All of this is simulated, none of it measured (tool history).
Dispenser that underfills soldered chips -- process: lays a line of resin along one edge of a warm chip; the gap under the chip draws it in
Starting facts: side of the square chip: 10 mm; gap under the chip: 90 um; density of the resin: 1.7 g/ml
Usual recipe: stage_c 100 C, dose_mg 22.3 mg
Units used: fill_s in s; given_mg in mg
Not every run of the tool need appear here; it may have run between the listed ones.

Run 1, day 0.000: usual settings. Result: fill_s 68.7 s, given_mg 21.04 mg.
Run 2, day 0.142: usual settings but stage_c 86 C. Result: fill_s 130.5 s, given_mg 20.90 mg.
Run 3, day 0.350: usual settings but stage_c 86 C. Result: fill_s 151.6 s, given_mg 20.96 mg.
Run 4, day 0.446: usual settings but stage_c 86 C. Result: fill_s 162.3 s, given_mg 20.91 mg.
At day 0.492: new syringe of resin.
Run 5, day 0.596: usual settings but stage_c 86 C. Result: fill_s 114.8 s, given_mg 21.05 mg.
Run 6, day 0.712: usual settings. Result: fill_s 74.3 s, given_mg 20.89 mg.
Run 7, day 0.838: usual settings. Result: fill_s 81.2 s, given_mg 20.90 mg.
Run 8, day 1.050: usual settings but dose_mg 27.3 mg. Result: fill_s 93.1 s, given_mg 25.31 mg.
At day 1.129: new syringe of resin.
Run 9, day 1.196: usual settings but dose_mg 27.3 mg. Result: fill_s 64.6 s, given_mg 25.26 mg.
Run 10, day 1.396: usual settings but stage_c 97 C, dose_mg 27.0 mg. Result: fill_s 85.4 s, given_mg 24.82 mg.
Run 11, day 1.550: usual settings but stage_c 112 C, dose_mg 26.0 mg. Result: fill_s 56.8 s, given_mg 24.01 mg.
Run 12, day 1.725: usual settings but stage_c 89 C, dose_mg 26.3 mg. Result: fill_s 145.1 s, given_mg 24.41 mg.
At day 1.758: new syringe of resin.
Run 13, day 1.888: usual settings but stage_c 90 C, dose_mg 21.6 mg. Result: fill_s 99.8 s, given_mg 19.80 mg.
Run 14, day 2.058: usual settings but stage_c 106 C, dose_mg 19.6 mg. Result: fill_s 67.9 s, given_mg 17.95 mg.
Run 15, day 2.192: usual settings but stage_c 106 C, dose_mg 19.6 mg. Result: fill_s 76.2 s, given_mg 18.00 mg.

Forecast each of these 3 alternatives for the next run:
Run A, day 2.279: usual settings but stage_c 111 C, dose_mg 22.5 mg. Result: fill_s ?, given_mg ?.
Run B, day 2.279: usual settings but stage_c 110 C, dose_mg 26.6 mg. Result: fill_s ?, given_mg ?.
Run C, day 2.279: usual settings but stage_c 90 C, dose_mg 23.1 mg. Result: fill_s ?, given_mg ?.

run  fill_s  given_mg
  A    64.5     20.38
  B    64.7     24.27
  C   133.0     21.29
Stripped of hidden state, with their random variation kept, the same runs would have yielded:
run  fill_s  given_mg
  A    43.6     22.31
  B    44.3     26.56
  C    90.7     23.30

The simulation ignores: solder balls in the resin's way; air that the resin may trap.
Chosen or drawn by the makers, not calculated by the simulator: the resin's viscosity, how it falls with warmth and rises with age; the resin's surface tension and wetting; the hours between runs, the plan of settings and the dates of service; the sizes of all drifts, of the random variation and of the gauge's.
